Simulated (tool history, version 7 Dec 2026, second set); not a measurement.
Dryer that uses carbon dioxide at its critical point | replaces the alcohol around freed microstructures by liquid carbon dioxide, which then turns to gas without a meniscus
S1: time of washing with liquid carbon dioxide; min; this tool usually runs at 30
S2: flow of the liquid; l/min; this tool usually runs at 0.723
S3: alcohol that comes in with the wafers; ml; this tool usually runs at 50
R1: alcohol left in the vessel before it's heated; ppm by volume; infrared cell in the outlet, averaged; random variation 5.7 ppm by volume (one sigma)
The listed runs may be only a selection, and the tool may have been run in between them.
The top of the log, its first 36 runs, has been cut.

| run | hour | S1 | S2 | S3 | R1 |
|---|---|---|---|---|---|
| 37 | 472.6 | 26 | 0.895 | 22 | 320 |
| 38 | 486.4 | 31 | 0.549 | 28 | 623 |
| 39 | 495.9 | 44 | 0.723 | 25 | 233 |
| 40 | 506.0 | 22 | 1.010 | 25 | 345 |
| 41 | 524.2 | 22 | 0.740 | 33 | 764 |
|  | 537.0 | purifier's bed changed |
| 42 | 540.8 | 43 | 0.740 | 74 | 101 |
| 43 | 553.4 | 23 | 0.648 | 22 | 483 |
|  | 560.8 | inlet filter changed |
| 44 | 568.0 | 23 | 1.190 | 31 | 53 |
| 45 | 575.7 | 24 | 0.986 | 65 | 170 |
| 46 | 589.3 | 24 | 0.986 | 65 | 171 |

Branching from run 46: 3 alternative next runs. What would each branch give?
| A | 597.7 | 22 | 0.775 | 22 | ? |
| B | 597.7 | 19 | 0.936 | 65 | ? |
| C | 597.7 | 24 | 0.986 | 118 | ? |

| run | R1 |
|---|---|
| A | 218 |
| B | 541 |
| C | 297 |
Stripped of hidden state, with their random variation kept, the same runs would have yielded:
| run | R1 |
|---|---|
| A | 197 |
| B | 506 |
| C | 268 |

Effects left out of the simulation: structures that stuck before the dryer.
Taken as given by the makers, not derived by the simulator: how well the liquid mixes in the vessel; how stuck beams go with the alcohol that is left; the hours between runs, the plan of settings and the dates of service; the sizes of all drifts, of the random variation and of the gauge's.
